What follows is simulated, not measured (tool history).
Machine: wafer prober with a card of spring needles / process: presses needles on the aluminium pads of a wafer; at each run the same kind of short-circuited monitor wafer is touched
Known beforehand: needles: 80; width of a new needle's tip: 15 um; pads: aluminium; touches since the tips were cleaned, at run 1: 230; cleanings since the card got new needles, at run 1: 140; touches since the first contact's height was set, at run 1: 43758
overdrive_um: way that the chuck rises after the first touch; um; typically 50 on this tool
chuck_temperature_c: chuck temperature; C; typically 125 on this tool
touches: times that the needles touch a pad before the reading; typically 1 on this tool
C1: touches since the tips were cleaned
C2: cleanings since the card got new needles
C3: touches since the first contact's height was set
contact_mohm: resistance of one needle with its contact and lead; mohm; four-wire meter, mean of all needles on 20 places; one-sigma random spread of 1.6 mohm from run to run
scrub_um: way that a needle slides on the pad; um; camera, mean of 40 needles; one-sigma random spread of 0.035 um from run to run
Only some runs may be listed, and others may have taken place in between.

Run 1, hour 0: usual settings; C1 230; C2 140; C3 43758. Result: contact_mohm 183 mohm, scrub_um 11.62 um.
At hour 6.5: tips cleaned on abrasive film.
At hour 13: tips cleaned on abrasive film.
At hour 21.1: tips cleaned on abrasive film.
At hour 29.3: tips cleaned on abrasive film.
At hour 37.4: tips cleaned on abrasive film.
At hour 45.5: tips cleaned on abrasive film.
At hour 52: tips cleaned on abrasive film.
At hour 53.3: height of the first contact set anew.
Run 2, hour 53.3: usual settings but overdrive_um 33 um; C1 330; C2 147; C3 0. Result: contact_mohm 249 mohm, scrub_um 7.93 um.
At hour 59.8: tips cleaned on abrasive film.
At hour 66.3: tips cleaned on abrasive film.
At hour 74.4: tips cleaned on abrasive film.
At hour 81: tips cleaned on abrasive film.
At hour 89.1: tips cleaned on abrasive film.
Run 3, hour 91.5: usual settings but overdrive_um 33 um; C1 803; C2 152; C3 12626. Result: contact_mohm 325 mohm, scrub_um 7.83 um.
At hour 96.4: tips cleaned on abrasive film.
At hour 104.5: tips cleaned on abrasive film.
At hour 112.6: tips cleaned on abrasive film.
At hour 119.1: tips cleaned on abrasive film.
At hour 127.2: tips cleaned on abrasive film.
At hour 133.8: tips cleaned on abrasive film.
At hour 140.3: tips cleaned on abrasive film.
At hour 148.4: tips cleaned on abrasive film.
Run 4, hour 149.3: usual settings but touches 3; C1 317; C2 160; C3 31750. Result: contact_mohm 176 mohm, scrub_um 11.64 um.
At hour 155.8: tips cleaned on abrasive film.
At hour 164: tips cleaned on abrasive film.
At hour 172.1: tips cleaned on abrasive film.
At hour 178.6: tips cleaned on abrasive film.
At hour 186.7: tips cleaned on abrasive film.
At hour 193.2: tips cleaned on abrasive film.
Run 5, hour 193.5: usual settings but touches 3; C1 103; C2 166; C3 46363. Result: contact_mohm 168 mohm, scrub_um 11.5 um.
At hour 200: tips cleaned on abrasive film.
At hour 206.6: tips cleaned on abrasive film.
At hour 213.1: tips cleaned on abrasive film.
At hour 221.2: tips cleaned on abrasive film.
At hour 229.3: tips cleaned on abrasive film.
At hour 235.8: tips cleaned on abrasive film.
At hour 239.3: height of the first contact set anew.
At hour 242.6: tips cleaned on abrasive film.
At hour 254.6: card fitted with new needles.
At hour 262.8: tips cleaned on abrasive film.
Run 6, hour 265.9: usual settings but touches 3; C1 1065; C2 1; C3 3752. Result: contact_mohm 170 mohm, scrub_um 11.95 um.
At hour 270.8: tips cleaned on abrasive film.
At hour 277.4: tips cleaned on abrasive film.
At hour 285.5: tips cleaned on abrasive film.
At hour 293.6: tips cleaned on abrasive film.
At hour 300.1: tips cleaned on abrasive film.
At hour 308.2: tips cleaned on abrasive film.
Run 7, hour 314.5: usual settings; C1 2089; C2 7; C3 19813. Result: contact_mohm 235 mohm, scrub_um 11.86 um.
At hour 316.2: tips cleaned on abrasive film.
At hour 322.7: tips cleaned on abrasive film.
At hour 330.8: tips cleaned on abrasive film.
At hour 338.9: tips cleaned on abrasive film.
At hour 347: tips cleaned on abrasive film.
At hour 353.5: tips cleaned on abrasive film.
At hour 356.8: tips cleaned on abrasive film, once more.
At hour 363.4: tips cleaned on abrasive film.
At hour 369.9: tips cleaned on abrasive film.
At hour 377.2: tips cleaned on abrasive film.
Run 8, hour 377.2: usual settings; C1 0; C2 17; C3 40502. Result: contact_mohm 164 mohm, scrub_um 11.63 um.
At hour 385.3: tips cleaned on abrasive film.
At hour 393.4: tips cleaned on abrasive film.
At hour 399.9: tips cleaned on abrasive film.
At hour 408: tips cleaned on abrasive film.
At hour 416.2: tips cleaned on abrasive film.
At hour 424.3: tips cleaned on abrasive film.
At hour 432.4: tips cleaned on abrasive film.
At hour 438.9: tips cleaned on abrasive film.
At hour 440.8: height of the first contact set anew.
At hour 447.3: tips cleaned on abrasive film.
Run 9, hour 448.7: usual settings; C1 443; C2 26; C3 2593. Result: contact_mohm 186 mohm, scrub_um 11.95 um.
At hour 455.2: tips cleaned on abrasive film.
At hour 463.3: tips cleaned on abrasive film.
At hour 469.8: tips cleaned on abrasive film.
At hour 477.9: tips cleaned on abrasive film.
At hour 484.4: tips cleaned on abrasive film.
At hour 492.5: tips cleaned on abrasive film.
Run 10, hour 493.8: usual settings; C1 431; C2 32; C3 17534. Result: contact_mohm 179 mohm, scrub_um 11.8 um.
At hour 500.3: tips cleaned on abrasive film.
At hour 508.5: tips cleaned on abrasive film.
At hour 515: tips cleaned on abrasive film.
At hour 523.1: tips cleaned on abrasive film.
At hour 531.2: tips cleaned on abrasive film.
At hour 537.7: tips cleaned on abrasive film.
At hour 544.2: tips cleaned on abrasive film.
At hour 552.4: tips cleaned on abrasive film.
Run 11, hour 557: usual settings; C1 1542; C2 40; C3 38422. Result: contact_mohm 222 mohm, scrub_um 11.71 um.
At hour 560.3: tips cleaned on abrasive film.
At hour 568.4: tips cleaned on abrasive film.
At hour 576.5: tips cleaned on abrasive film.
At hour 584.6: tips cleaned on abrasive film.
At hour 591.1: tips cleaned on abrasive film.
At hour 599.2: tips cleaned on abrasive film.
At hour 605.8: tips cleaned on abrasive film.
At hour 612.3: tips cleaned on abrasive film.
At hour 620.4: tips cleaned on abrasive film.
Run 12, hour 621.3: usual settings; C1 314; C2 49; C3 59695. Result: contact_mohm 185 mohm, scrub_um 11.49 um.
At hour 626.4: height of the first contact set anew.
At hour 628.1: tips cleaned on abrasive film.
At hour 636.3: tips cleaned on abrasive film.
At hour 644.4: tips cleaned on abrasive film.
At hour 650.9: tips cleaned on abrasive film.
At hour 659: tips cleaned on abrasive film.
At hour 667.1: tips cleaned on abrasive film.
At hour 675.2: tips cleaned on abrasive film.
At hour 683.4: tips cleaned on abrasive film.
At hour 691.5: tips cleaned on abrasive film.
At hour 698: tips cleaned on abrasive film.
Run 13, hour 699.7: usual settings but overdrive_um 40 um, touches 2; C1 568; C2 59; C3 24213. Result: contact_mohm 196 mohm, scrub_um 9.41 um.
At hour 704.6: tips cleaned on abrasive film.
At hour 711.1: tips cleaned on abrasive film.
At hour 719.3: tips cleaned on abrasive film.
At hour 725.8: tips cleaned on abrasive film.
At hour 732.3: tips cleaned on abrasive film.
At hour 740.4: tips cleaned on abrasive film.
Run 14, hour 745.7: usual settings but overdrive_um 40 um, touches 2; C1 1772; C2 65; C3 39428. Result: contact_mohm 241 mohm, scrub_um 9.26 um.
At hour 747.4: tips cleaned on abrasive film.
At hour 753.9: tips cleaned on abrasive film.
At hour 762: tips cleaned on abrasive film.
At hour 770.1: tips cleaned on abrasive film.
At hour 778.2: tips cleaned on abrasive film.
At hour 784.8: tips cleaned on abrasive film.
At hour 792.9: tips cleaned on abrasive film.
At hour 801: tips cleaned on abrasive film.
At hour 809.1: tips cleaned on abrasive film.
Run 15, hour 809.1: usual settings but overdrive_um 45 um, chuck_temperature_c 99 C; C1 0; C2 74; C3 60378. Result: contact_mohm 161 mohm, scrub_um 10.26 um.
At hour 812.6: height of the first contact set anew.
At hour 815.9: tips cleaned on abrasive film.
At hour 824: tips cleaned on abrasive film.
At hour 832.1: tips cleaned on abrasive film.
At hour 840.3: tips cleaned on abrasive film.
At hour 848.4: tips cleaned on abrasive film.
At hour 854.9: tips cleaned on abrasive film.
At hour 863: tips cleaned on abrasive film.
Run 16, hour 864.3: usual settings but overdrive_um 45 um, chuck_temperature_c 99 C; C1 431; C2 81; C3 17090. Result: contact_mohm 206 mohm, scrub_um 10.67 um.
At hour 870.8: tips cleaned on abrasive film.
At hour 878.9: tips cleaned on abrasive film.
At hour 885.4: tips cleaned on abrasive film.
At hour 893.6: tips cleaned on abrasive film.
At hour 901.7: tips cleaned on abrasive film.
At hour 909.8: tips cleaned on abrasive film.
At hour 917.9: tips cleaned on abrasive film.
At hour 924.4: tips cleaned on abrasive film.
At hour 932.5: tips cleaned on abrasive film.
At hour 939.1: tips cleaned on abrasive film.
At hour 946.9: tips cleaned on abrasive film.
Run 17, hour 946.9: usual settings but overdrive_um 45 um, chuck_temperature_c 99 C; C1 0; C2 92; C3 44407. Result: contact_mohm 168 mohm, scrub_um 10.4 um.
At hour 953.4: tips cleaned on abrasive film.
At hour 961.5: tips cleaned on abrasive film.
At hour 968.1: tips cleaned on abrasive film.
At hour 976.2: tips cleaned on abrasive film.
At hour 984.3: tips cleaned on abrasive film.
At hour 992.4: tips cleaned on abrasive film.
At hour 998.9: tips cleaned on abrasive film.
At hour 999.2: height of the first contact set anew.
At hour 1007.3: tips cleaned on abrasive film.
At hour 1013.9: tips cleaned on abrasive film.
Run 18, hour 1013.9: usual settings but overdrive_um 45 um, chuck_temperature_c 75 C, touches 2; C1 0; C2 101; C3 4848. Result: contact_mohm 161 mohm, scrub_um 10.83 um.

Consider 5 possible next runs. They are alternatives, not a sequence: every one starts from the tool as it was left by run 18. What does each give?
At hour 1020.4: tips cleaned on abrasive film.
At hour 1026.9: tips cleaned on abrasive film.
At hour 1035.1: tips cleaned on abrasive film.
At hour 1043.2: tips cleaned on abrasive film.
At hour 1051.3: tips cleaned on abrasive film.
At hour 1057.8: tips cleaned on abrasive film.
Run A, hour 1061.6: usual settings but overdrive_um 64 um, chuck_temperature_c 81 C; C1 1266; C2 107; C3 20635. Result: contact_mohm ?, scrub_um ?.
At hour 1020.4: tips cleaned on abrasive film.
At hour 1026.9: tips cleaned on abrasive film.
At hour 1035.1: tips cleaned on abrasive film.
At hour 1043.2: tips cleaned on abrasive film.
At hour 1051.3: tips cleaned on abrasive film.
At hour 1057.8: tips cleaned on abrasive film.
Run B, hour 1061.6: usual settings but overdrive_um 32 um; C1 1266; C2 107; C3 20635. Result: contact_mohm ?, scrub_um ?.
At hour 1020.4: tips cleaned on abrasive film.
At hour 1026.9: tips cleaned on abrasive film.
At hour 1035.1: tips cleaned on abrasive film.
At hour 1043.2: tips cleaned on abrasive film.
At hour 1051.3: tips cleaned on abrasive film.
At hour 1057.8: tips cleaned on abrasive film.
Run C, hour 1061.6: usual settings but overdrive_um 67 um; C1 1266; C2 107; C3 20635. Result: contact_mohm ?, scrub_um ?.
At hour 1020.4: tips cleaned on abrasive film.
At hour 1026.9: tips cleaned on abrasive film.
At hour 1035.1: tips cleaned on abrasive film.
At hour 1043.2: tips cleaned on abrasive film.
At hour 1051.3: tips cleaned on abrasive film.
At hour 1057.8: tips cleaned on abrasive film.
Run D, hour 1061.6: usual settings but overdrive_um 39 um, chuck_temperature_c 54 C; C1 1266; C2 107; C3 20635. Result: contact_mohm ?, scrub_um ?.
At hour 1020.4: tips cleaned on abrasive film.
At hour 1026.9: tips cleaned on abrasive film.
At hour 1035.1: tips cleaned on abrasive film.
At hour 1043.2: tips cleaned on abrasive film.
At hour 1051.3: tips cleaned on abrasive film.
At hour 1057.8: tips cleaned on abrasive film.
Run E, hour 1061.6: usual settings but overdrive_um 66 um, chuck_temperature_c 102 C, touches 2; C1 1266; C2 107; C3 20635. Result: contact_mohm ?, scrub_um ?.

run  contact_mohm  scrub_um
  A           195     15.21
  B           326      7.53
  C           191     15.85
  D           272      9.17
  E           175     15.67
Without the tool's unlogged condition, the same runs would have read:
run  contact_mohm  scrub_um
  A           146     15.39
  B           161      7.71
  C           149     16.03
  D           145      9.35
  E           147     15.85

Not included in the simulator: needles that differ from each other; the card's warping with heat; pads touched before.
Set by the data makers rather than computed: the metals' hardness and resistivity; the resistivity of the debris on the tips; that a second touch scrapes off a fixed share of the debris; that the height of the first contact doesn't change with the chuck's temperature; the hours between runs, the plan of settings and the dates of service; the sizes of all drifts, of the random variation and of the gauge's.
